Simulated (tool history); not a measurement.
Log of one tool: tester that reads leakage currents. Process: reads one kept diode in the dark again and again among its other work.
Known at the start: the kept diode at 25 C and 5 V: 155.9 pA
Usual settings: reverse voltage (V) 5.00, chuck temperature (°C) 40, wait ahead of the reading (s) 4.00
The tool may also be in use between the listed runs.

run,hour,reverse voltage (V),chuck temperature (°C),wait ahead of the reading (s),current that the tester gives (pA)
1,0.0,5.00,40,4.00,544.01
2,188.1,5.00,40,4.00,543.17
3,311.0,5.00,40,4.00,540.51
4,532.8,5.00,43,4.00,687.31
5,740.6,5.00,43,4.00,684.50
6,966.7,5.00,43,4.00,683.97
7,1143.5,5.00,43,4.00,687.78
# hour 1333.5: probe card cleaned and baked
8,1403.9,5.00,40,4.00,541.75
9,1600.8,5.00,40,4.00,538.10
10,1767.3,5.00,40,4.00,542.51
11,1874.0,5.00,40,4.00,545.23
12,2115.6,5.00,40,4.00,543.50
13,2353.2,8.48,25,4.10,191.09
14,2516.5,17.97,42,4.00,1031.74
15,2702.5,5.00,55,4.00,1691.16
16,2870.7,5.00,55,4.00,1674.64
17,3051.1,10.39,55,4.00,2227.88
18,3294.4,1.22,40,0.33,317.93
# hour 3378.3: chuck's temperature calibrated
19,3528.1,1.22,40,0.33,317.52
20,3685.4,5.00,40,8.46,543.46
21,3835.7,5.00,40,0.57,544.12
22,4036.5,5.00,40,0.57,546.08
23,4232.7,6.88,28,1.97,228.99

Forecast each of these 4 alternatives for the next run:
A,4417.5,13.71,35,4.00,?
B,4417.5,5.00,33,4.00,?
C,4417.5,3.38,57,4.74,?
D,4417.5,9.14,34,6.13,?

run,current that the tester gives (pA)
A,531.67
B,307.65
C,1683.54
D,418.77
Without the tool's hidden state the same runs would have given:
run,current that the tester gives (pA)
A,531.66
B,307.72
C,1684.52
D,418.81
